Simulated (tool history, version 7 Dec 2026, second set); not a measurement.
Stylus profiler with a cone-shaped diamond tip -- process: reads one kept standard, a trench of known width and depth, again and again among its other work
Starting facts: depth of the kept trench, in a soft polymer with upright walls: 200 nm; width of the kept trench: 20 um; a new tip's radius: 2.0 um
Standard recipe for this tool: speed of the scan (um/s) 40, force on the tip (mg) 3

run	hour	speed of the scan (um/s)	force on the tip (mg)	depth of the trench (angstrom)	width of the trench's floor (µm)
1	0	40	3	2034.8	17.4
2	35.8	40	3	2035.2	17.51
3	115.4	40	3	2034.9	17.51
4	200.2	40	3	2035.3	17.43
5	254.1	40	2.94	2034.6	17.39
6	296.3	40	3	2034.3	17.4
7	332.4	40	3	2034.6	17.35
8	390.2	40	3	2034.8	17.32
9	431.5	40	3.38	2038.5	17.37
10	491.3	40	3	2034.4	17.36
11	537	12	3	2035.2	17.46
12	593.4	40	3	2034.4	17.3
13	644.7	40	3	2034.2	17.3
14	727.1	40	3	2035.1	17.22
15	780.1	40	3	2034.4	17.28
16	845.4	40	3	2033.2	17.23
17	918.3	65	3	2033.7	17.14
18	1001.9	157	3	2034	16.65
19	1085.6	157	3	2033.7	16.69
20	1120	157	3	2034.3	16.62
21	1183.6	157	3	2033.3	16.6
22	1256	157	1.7	2020.8	16.36
# hour 1265.5: new tip fitted, height scale calibrated
23	1313.1	40	3	2038.6	18.07
24	1383.8	40	3	2037.9	18.01
25	1455.4	40	3	2038	17.98
26	1530.2	100	3	2037.4	17.7
27	1566.4	31	3	2037.6	17.93
28	1628.6	31	3	2037.8	17.94
29	1690.6	13	3	2037.1	18.04
30	1732	19	6.75	2065.5	17.98
31	1785.8	19	6.75	2065	17.99
32	1834.9	19	6.75	2065	17.96
33	1890.3	46	1.83	2025.8	17.78
34	1966.2	22	1.83	2025.6	17.86
35	2006.5	61	3	2037.8	17.64
36	2070.7	61	3	2036.5	17.69
37	2129.9	40	7.8	2071	17.79
38	2201.3	126	3.55	2041.4	17.38
39	2280.5	126	3.55	2040.6	17.28
40	2353.5	26	2.69	2033.7	17.72
41	2423.4	29	2.11	2027.6	17.67
42	2496	29	2.11	2027.1	17.58
43	2574.8	34	2.52	2030.3	17.57
44	2639.2	34	2.52	2030.9	17.59
45	2720	34	2.52	2031	17.51

Each run again, without the hidden state but with its own random variation kept:
Hidden state present: radius of the tip, um; height scale over the true one, %; drift of the gauge itself on depth_nm, %; drift of the gauge itself on floor_um, %.
run	depth of the trench (angstrom)	width of the trench's floor (µm)
1	2038.4	17.99
2	2038.8	18.1
3	2038.7	18.13
4	2039.3	18.07
5	2038.7	18.05
6	2038.4	18.08
7	2038.8	18.04
8	2039.1	18.03
9	2042.9	18.09
10	2038.9	18.1
11	2039.8	18.21
12	2039	18.07
13	2038.9	18.08
14	2040	18.03
15	2039.4	18.1
16	2038.3	18.07
17	2038.9	18
18	2039.4	17.54
19	2039.3	17.6
20	2039.9	17.54
21	2039	17.55
22	2026.7	17.32
23	2039.8	18.08
24	2039.3	18.05
25	2039.5	18.05
26	2039	17.8
27	2039.3	18.04
28	2039.6	18.08
29	2039	18.21
30	2067.5	18.16
31	2067.1	18.2
32	2067.1	18.19
33	2028.1	18.03
34	2028	18.14
35	2040.3	17.93
36	2039.1	18
37	2073.7	18.12
38	2044.2	17.74
39	2043.6	17.68
40	2036.8	18.14
41	2030.8	18.12
42	2030.4	18.04
43	2033.7	18.06
44	2034.4	18.1
45	2034.7	18.05
